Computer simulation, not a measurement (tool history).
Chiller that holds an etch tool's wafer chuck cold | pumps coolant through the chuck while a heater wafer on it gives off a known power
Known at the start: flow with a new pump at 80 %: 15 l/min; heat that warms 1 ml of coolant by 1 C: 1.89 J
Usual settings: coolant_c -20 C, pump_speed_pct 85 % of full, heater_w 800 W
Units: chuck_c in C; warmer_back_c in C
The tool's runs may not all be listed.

run   hour  coolant_c  pump_speed_pct  heater_w  chuck_c  warmer_back_c
  1      0        -20              85       800   -15.21          1.576
  2   50.9        -12              85       800     -7.2          1.594
  3  103.5        -12              85       800    -7.22           1.59
  4  129.5        -20              85       800   -15.25          1.587
  5  175.9        -20              85       800   -15.12          1.588
  6  212.4        -20              85       800   -15.25          1.583
  7  257.5        -20              85       800    -15.2          1.582
  8  292.3        -20              85       800   -15.25          1.587
  9  317.3        -20              85       800   -15.21          1.593
 10  369.5        -20              85       800   -15.22          1.596
 11  400.6        -10              74      1068    -2.84          2.461
 12  450.6        -27              97       800    -22.8          1.379
 13  502.1        -24              94       971   -18.77          1.704
 14  539.9        -20              64       737   -14.32          1.981

The next listed run, before its measurement:
 15  599.7        -12              89       800        ?              ?

chuck_c: -7.34 C
warmer_back_c: 1.517 C
Without the tool's hidden state the same run would have given chuck_c -7.33 C, warmer_back_c 1.516 C.
